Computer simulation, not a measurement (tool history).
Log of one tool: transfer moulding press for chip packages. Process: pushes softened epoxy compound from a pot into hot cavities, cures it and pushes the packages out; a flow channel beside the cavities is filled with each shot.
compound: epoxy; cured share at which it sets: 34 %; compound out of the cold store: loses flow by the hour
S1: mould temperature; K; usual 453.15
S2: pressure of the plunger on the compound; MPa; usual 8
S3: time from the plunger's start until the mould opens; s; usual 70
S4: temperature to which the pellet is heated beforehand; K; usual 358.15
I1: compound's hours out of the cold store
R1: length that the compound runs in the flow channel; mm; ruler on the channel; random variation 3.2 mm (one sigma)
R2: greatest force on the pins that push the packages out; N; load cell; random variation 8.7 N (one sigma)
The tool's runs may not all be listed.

run 1 day=0 | S1=453.15 S2=8 S3=70 S4=358.15 | I1=31.2 | R1=650 R2=691
-- day=0.246 cavities cleaned with cleaning compound and waxed
run 2 day=0.796 | S1=453.15 S2=8 S3=70 S4=358.15 | I1=29.7 | R1=654 R2=506
run 3 day=1.742 | S1=453.15 S2=8 S3=70 S4=358.15 | I1=36.9 | R1=635 R2=612
-- day=2.642 cavities cleaned with cleaning compound and waxed
run 4 day=2.642 | S1=453.15 S2=8 S3=70 S4=358.15 | I1=18.1 | R1=681 R2=402
run 5 day=3.408 | S1=453.15 S2=8 S3=70 S4=358.15 | I1=27.6 | R1=645 R2=562
run 6 day=4.483 | S1=453.15 S2=8 S3=70 S4=358.15 | I1=47.4 | R1=594 R2=638
-- day=5.079 cavities cleaned with cleaning compound and waxed
run 7 day=5.25 | S1=453.15 S2=6.11 S3=70 S4=358.15 | I1=8.4 | R1=611 R2=458
run 8 day=5.838 | S1=453.15 S2=6.11 S3=70 S4=358.15 | I1=22.4 | R1=568 R2=583
-- day=6.508 plunger's sealing rings changed
run 9 day=6.962 | S1=453.15 S2=8 S3=71 S4=358.15 | I1=13.8 | R1=708 R2=668
run 10 day=7.483 | S1=453.15 S2=8 S3=71 S4=358.15 | I1=14.8 | R1=707 R2=674
-- day=7.608 cavities cleaned with cleaning compound and waxed
run 11 day=8.262 | S1=453.15 S2=8 S3=71 S4=358.15 | I1=29.2 | R1=662 R2=533
run 12 day=9.317 | S1=452.15 S2=8 S3=71 S4=358.15 | I1=36.3 | R1=641 R2=646
-- day=10.042 cavities cleaned with cleaning compound and waxed
run 13 day=10.054 | S1=453.15 S2=9.34 S3=70 S4=358.15 | I1=24.1 | R1=722 R2=411
run 14 day=10.971 | S1=453.15 S2=9.34 S3=70 S4=358.15 | I1=9.8 | R1=764 R2=595
run 15 day=11.5 | S1=453.15 S2=9.34 S3=70 S4=358.15 | I1=13.8 | R1=751 R2=658
run 16 day=12.121 | S1=454.15 S2=9.71 S3=70 S4=358.15 | I1=37.4 | R1=686 R2=657
-- day=12.488 cavities cleaned with cleaning compound and waxed
run 17 day=13.258 | S1=447.15 S2=9.71 S3=70 S4=358.15 | I1=37.1 | R1=696 R2=753
run 18 day=14.112 | S1=447.15 S2=9.71 S3=70 S4=358.15 | I1=19.8 | R1=744 R2=934
run 19 day=14.696 | S1=457.15 S2=9.26 S3=78 S4=367.15 | I1=22.3 | R1=696 R2=542
-- day=14.838 mould's thermocouples calibrated
-- day=14.983 cavities cleaned with cleaning compound and waxed
-- day=15.383 plunger's sealing rings changed
run 20 day=15.771 | S1=458.15 S2=8 S3=57 S4=358.15 | I1=8.2 | R1=714 R2=681
run 21 day=16.588 | S1=453.15 S2=9.96 S3=70 S4=351.15 | I1=33.6 | R1=728 R2=633
run 22 day=17.058 | S1=453.15 S2=8 S3=70 S4=366.15 | I1=12.9 | R1=704 R2=700
-- day=17.508 cavities cleaned with cleaning compound and waxed
run 23 day=17.775 | S1=453.15 S2=9.65 S3=95 S4=354.15 | I1=10.2 | R1=781 R2=396
-- day=18.175 mould's thermocouples calibrated, once more
run 24 day=18.429 | S1=453.15 S2=6.33 S3=72 S4=354.15 | I1=39 | R1=563 R2=549
run 25 day=19.108 | S1=453.15 S2=6.33 S3=72 S4=368.15 | I1=44.9 | R1=539 R2=588
run 26 day=19.604 | S1=453.15 S2=6.33 S3=72 S4=368.15 | I1=26.2 | R1=586 R2=614
-- day=20.054 cavities cleaned with cleaning compound and waxed
run 27 day=20.225 | S1=453.15 S2=6.33 S3=72 S4=368.15 | I1=32.3 | R1=571 R2=417

5 ways to go on from here, each from the tool as it stands after run 27. What would each give?
run A day=21.175 | S1=453.15 S2=8 S3=67 S4=353.15 | I1=8.6 | R1=? R2=?
run B day=21.175 | S1=453.15 S2=8.02 S3=70 S4=356.15 | I1=35.9 | R1=? R2=?
run C day=21.175 | S1=454.15 S2=8 S3=70 S4=350.15 | I1=16.5 | R1=? R2=?
run D day=21.175 | S1=461.15 S2=6.33 S3=67 S4=360.15 | I1=40.4 | R1=? R2=?
run E day=21.175 | S1=453.15 S2=8 S3=70 S4=352.15 | I1=38.7 | R1=? R2=?

run=A R1=702 R2=661
run=B R1=631 R2=592
run=C R1=682 R2=608
run=D R1=536 R2=512
run=E R1=621 R2=596
Without the tool's hidden state the same runs would have given:
run=A R1=725 R2=432
run=B R1=651 R2=385
run=C R1=704 R2=396
run=D R1=553 R2=332
run=E R1=641 R2=390

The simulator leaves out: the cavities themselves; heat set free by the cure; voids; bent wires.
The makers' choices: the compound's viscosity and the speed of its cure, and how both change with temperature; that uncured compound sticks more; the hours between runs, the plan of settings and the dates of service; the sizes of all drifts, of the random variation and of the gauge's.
